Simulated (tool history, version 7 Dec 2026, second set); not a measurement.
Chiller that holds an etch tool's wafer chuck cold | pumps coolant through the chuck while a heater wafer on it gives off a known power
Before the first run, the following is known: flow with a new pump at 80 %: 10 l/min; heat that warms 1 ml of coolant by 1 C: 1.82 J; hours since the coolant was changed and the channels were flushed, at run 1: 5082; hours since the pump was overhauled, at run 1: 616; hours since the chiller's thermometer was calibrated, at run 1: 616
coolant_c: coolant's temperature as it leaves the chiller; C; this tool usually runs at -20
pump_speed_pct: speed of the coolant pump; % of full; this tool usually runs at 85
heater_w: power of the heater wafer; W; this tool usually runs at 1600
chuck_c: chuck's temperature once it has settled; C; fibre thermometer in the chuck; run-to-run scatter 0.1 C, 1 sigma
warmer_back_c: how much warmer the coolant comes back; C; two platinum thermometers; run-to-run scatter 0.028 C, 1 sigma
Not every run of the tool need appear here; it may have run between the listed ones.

run	hour	coolant_c	pump_speed_pct	heater_w	hours since the coolant was changed and the channels were flushed	hours since the pump was overhauled	hours since the chiller's thermometer was calibrated	chuck_c	warmer_back_c
1	0.0	-20	85	1600	5082	616	616	0.6	4.89
2	68.0	-20	85	1600	5150	684	684	0.7	4.98
3	136.9	-20	85	1600	5219	753	753	0.4	4.93
4	204.9	-20	85	1600	5287	821	821	0.7	4.92
5	270.5	-20	85	1600	5352	886	886	0.6	4.95
6	335.9	-20	64	1600	5418	952	952	6.6	6.80
7	392.0	-20	85	1600	5474	1008	1008	0.6	4.92
8	439.5	-28	85	1600	5521	1055	1055	-7.1	4.92
9	492.0	-28	85	1600	5574	1108	1108	-7.2	4.97
10	532.4	-20	85	1600	5614	1148	1148	0.8	4.97
11	587.2	-20	85	1600	5669	1203	1203	0.8	5.02
12	654.8	-20	85	1600	5737	1271	1271	1.0	4.99
# hour 659.0: chiller's thermometer calibrated
13	708.3	-20	85	1600	5789	1323	49	1.0	5.00
14	774.0	-20	85	1600	5855	1389	115	1.2	4.95
15	817.8	-20	85	1600	5899	1433	159	1.2	4.96
16	873.9	-20	74	1600	5955	1489	215	3.8	5.83
# hour 890.3: chiller's thermometer calibrated, once more
17	940.6	-20	74	1600	6020	1555	50	3.8	5.85
18	980.2	-20	85	2386	6060	1594	90	11.6	7.42
19	1033.6	-18	83	1324	6113	1648	143	0.0	4.25
20	1073.4	-24	83	1324	6153	1687	183	-6.1	4.24
21	1118.2	-16	61	1040	6198	1732	228	2.2	4.71
22	1177.4	-16	99	1040	6257	1791	287	-3.9	2.73
23	1226.9	-20	85	1007	6307	1841	337	-6.6	3.14
24	1287.2	-20	85	1149	6367	1901	397	-4.7	3.59
25	1345.9	-21	66	1149	6426	1960	456	-2.0	4.85
26	1380.1	-26	66	1149	6460	1994	490	-6.8	4.83
27	1453.1	-26	66	1149	6533	2067	563	-6.9	4.75

Run 28 is up next; what results do you expect?
28	1519.3	-17	73	2033	6599	2133	629	?	?

Run 28 produced chuck_c 14.1 C, warmer_back_c 7.55 C.
If the tool had no hidden condition, the same run with the same run-to-run variation would have returned chuck_c 10.1 C, warmer_back_c 7.45 C.
